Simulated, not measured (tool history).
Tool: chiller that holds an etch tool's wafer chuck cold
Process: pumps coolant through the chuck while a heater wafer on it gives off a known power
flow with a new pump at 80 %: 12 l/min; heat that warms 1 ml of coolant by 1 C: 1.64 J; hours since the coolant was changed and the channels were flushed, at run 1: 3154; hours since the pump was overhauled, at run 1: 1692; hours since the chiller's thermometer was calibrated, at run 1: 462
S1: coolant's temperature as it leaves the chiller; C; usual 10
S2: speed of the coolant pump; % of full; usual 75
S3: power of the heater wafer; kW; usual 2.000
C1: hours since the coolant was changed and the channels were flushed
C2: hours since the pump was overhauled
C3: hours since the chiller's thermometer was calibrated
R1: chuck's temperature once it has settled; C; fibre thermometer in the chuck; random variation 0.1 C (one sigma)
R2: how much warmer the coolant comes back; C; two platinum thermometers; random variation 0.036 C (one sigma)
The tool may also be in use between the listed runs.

run,hour,S1,S2,S3,C1,C2,C3,R1,R2
1,0.0,10,75,2.000,3154,1692,462,27.4,6.55
2,45.9,10,75,2.000,3200,1738,508,27.6,6.50
3,84.6,10,75,2.000,3239,1777,547,27.6,6.54
4,112.1,10,75,2.000,3266,1804,574,27.6,6.56
5,133.2,10,75,2.000,3287,1826,595,27.8,6.53
6,173.1,10,75,2.000,3327,1865,635,27.8,6.53
7,205.5,10,75,2.000,3359,1898,668,27.6,6.58
8,250.4,10,75,2.000,3404,1943,713,27.7,6.54
9,279.0,10,75,2.000,3433,1971,741,27.8,6.51
10,319.3,10,75,2.000,3473,2012,782,27.6,6.51
11,344.2,10,78,2.000,3498,2037,806,27.2,6.27
12,382.4,10,75,2.000,3536,2075,845,27.5,6.55
13,422.3,10,75,1.145,3576,2115,885,20.0,3.75
14,443.4,10,75,1.145,3597,2136,906,19.9,3.75
15,484.7,10,75,2.031,3639,2177,947,28.1,6.62
16,526.9,10,75,1.561,3681,2219,989,23.5,5.15
17,551.2,10,75,1.561,3705,2244,1013,23.6,5.09
18,594.4,10,75,1.561,3748,2287,1057,23.8,5.14
19,623.0,10,75,1.561,3777,2315,1085,23.6,5.10
20,648.4,18,89,1.561,3802,2341,1111,30.2,4.25
21,680.7,12,70,2.114,3835,2373,1143,31.4,7.49
22,711.4,12,70,1.476,3865,2404,1174,25.5,5.19
23,735.8,5,75,1.037,3890,2428,1198,14.2,3.36
24,760.2,5,75,1.037,3914,2452,1222,14.2,3.37
25,796.7,10,74,2.761,3951,2489,1259,34.2,9.17
26,842.7,10,62,2.000,3997,2535,1305,30.2,8.08
27,868.3,9,71,2.120,4022,2561,1331,28.5,7.35
28,914.4,9,71,2.120,4068,2607,1377,28.4,7.36
29,961.4,5,71,1.457,4115,2654,1424,18.3,5.08
30,990.7,19,75,2.000,4145,2683,1453,36.7,6.56
31,1029.3,18,75,1.531,4183,2722,1492,31.6,5.05
32,1067.3,7,62,1.014,4221,2760,1530,17.2,4.13

3 ways to go on from here, each from the tool as it stands after run 32. What would each give?
A,1107.2,10,62,1.582,4261,2800,1569,?,?
B,1107.2,8,94,1.021,4261,2800,1569,?,?
C,1107.2,10,62,1.167,4261,2800,1569,?,?

run,R1,R2
A,25.9,6.31
B,15.7,2.65
C,21.6,4.71
Without the tool's hidden state the same runs would have given:
run,R1,R2
A,25.9,6.31
B,15.7,2.65
C,21.6,4.70
